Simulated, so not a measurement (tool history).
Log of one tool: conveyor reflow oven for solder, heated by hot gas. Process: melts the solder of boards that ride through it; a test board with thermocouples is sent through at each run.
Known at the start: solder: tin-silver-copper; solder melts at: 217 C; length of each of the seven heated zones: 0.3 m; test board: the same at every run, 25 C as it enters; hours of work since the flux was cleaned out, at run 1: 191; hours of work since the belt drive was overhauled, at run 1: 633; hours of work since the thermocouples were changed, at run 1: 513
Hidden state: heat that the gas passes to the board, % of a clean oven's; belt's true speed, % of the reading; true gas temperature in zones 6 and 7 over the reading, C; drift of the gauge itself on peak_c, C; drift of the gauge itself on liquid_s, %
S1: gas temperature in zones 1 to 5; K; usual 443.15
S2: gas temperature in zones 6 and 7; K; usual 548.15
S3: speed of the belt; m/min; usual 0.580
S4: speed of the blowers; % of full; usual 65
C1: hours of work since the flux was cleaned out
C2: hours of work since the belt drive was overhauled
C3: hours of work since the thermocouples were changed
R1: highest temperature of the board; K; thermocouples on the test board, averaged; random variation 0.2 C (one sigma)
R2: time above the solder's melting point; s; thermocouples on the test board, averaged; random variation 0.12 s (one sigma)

run     day      S1      S2     S3  S4   C1   C2   C3      R1    R2
  1   0.000  443.15  548.15  0.580  65  191  633  513  529.65  47.5
  2   0.996  443.15  548.15  0.580  65  207  649  529  529.35  47.3
  3   1.954  443.15  548.15  0.580  65  222  663  544  529.25  47.4
  4   3.104  443.15  541.15  0.580  65  239  681  561  523.15  43.5
  5   4.179  454.15  541.15  0.580  65  256  698  578  525.55  48.7
  6   4.817  454.15  541.15  0.580  65  266  708  588  524.85  48.3
  7   5.362  454.15  541.15  0.580  65  274  716  596  525.25  48.2
  8   5.962  454.15  541.15  0.580  65  283  725  605  525.15  48.1
  9   6.742  455.15  548.15  0.580  65  296  737  617  531.25  51.8
 10   7.271  455.15  548.15  0.580  65  304  746  626  530.85  51.9
 11   8.246  439.15  548.15  0.580  65  319  761  641  527.65  45.3
 12   9.217  443.15  559.15  0.580  65  334  776  656  537.75  51.6
      9.621  -- flux residue cleaned out of gas plates and filters
 13   9.954  443.15  559.15  0.580  65    5  784  664  541.85  53.5
 14  10.846  443.15  559.15  0.580  65   19  798  678  541.65  53.4
 15  11.567  443.15  548.15  0.580  65   30  809  689  531.95  49.1
 16  12.667  441.15  545.15  0.580  57   47  826  706  525.95  44.7
 17  13.242  441.15  545.15  0.580  57   56  834  715  525.65  44.6
 18  14.029  443.15  548.15  0.677  65   68  847  727  525.25  37.9
 19  15.088  443.15  548.15  0.677  65   84  863  743  525.25  38.0
 20  15.975  443.15  548.15  0.677  65   98  877  757  525.35  37.8
     16.221  -- belt drive overhauled, speed set with a stopwatch
 21  16.867  443.15  561.15  0.580  65  109   10  768  542.45  54.2
 22  17.821  443.15  561.15  0.580  65  124   25  783  542.45  54.1
 23  18.929  443.15  561.15  0.580  65  141   42  800  542.55  54.1
     19.392  -- belt drive overhauled, speed set with a stopwatch, once more
 24  20.154  436.15  545.15  0.618  50  157   12  816  517.25  33.8
 25  21.179  436.15  545.15  0.618  67  173   28  832  524.65  39.7
 26  22.229  436.15  545.15  0.520  89  190   44  848  535.75  55.9
 27  23.012  436.15  545.15  0.520  89  202   56  860  535.65  55.9
 28  24.117  436.15  545.15  0.520  89  219   73  877  535.75  55.6
 29  25.258  436.15  545.15  0.520  89  236   91  895  535.35  55.5
 30  25.962  436.15  538.15  0.570  89  247  101  906  526.15  45.8

Forecast each of these 5 alternatives for the next run:
  A  26.862  456.15  538.15  0.538  63  261  115  920   ?   ?
  B  26.862  443.15  545.15  0.507  65  261  115  920   ?   ?
  C  26.862  447.15  548.15  0.570  50  261  115  920   ?   ?
  D  26.862  436.15  546.15  0.491  72  261  115  920   ?   ?
  E  26.862  453.15  538.15  0.646  89  261  115  920   ?   ?

run      R1    R2
  A  525.15  53.4
  B  531.85  56.4
  C  525.55  46.1
  D  534.85  57.8
  E  525.05  43.0
Without the tool's hidden state the same runs would have given:
run      R1    R2
  A  525.35  53.9
  B  532.35  57.0
  C  526.15  46.7
  D  535.45  58.5
  E  526.05  44.0
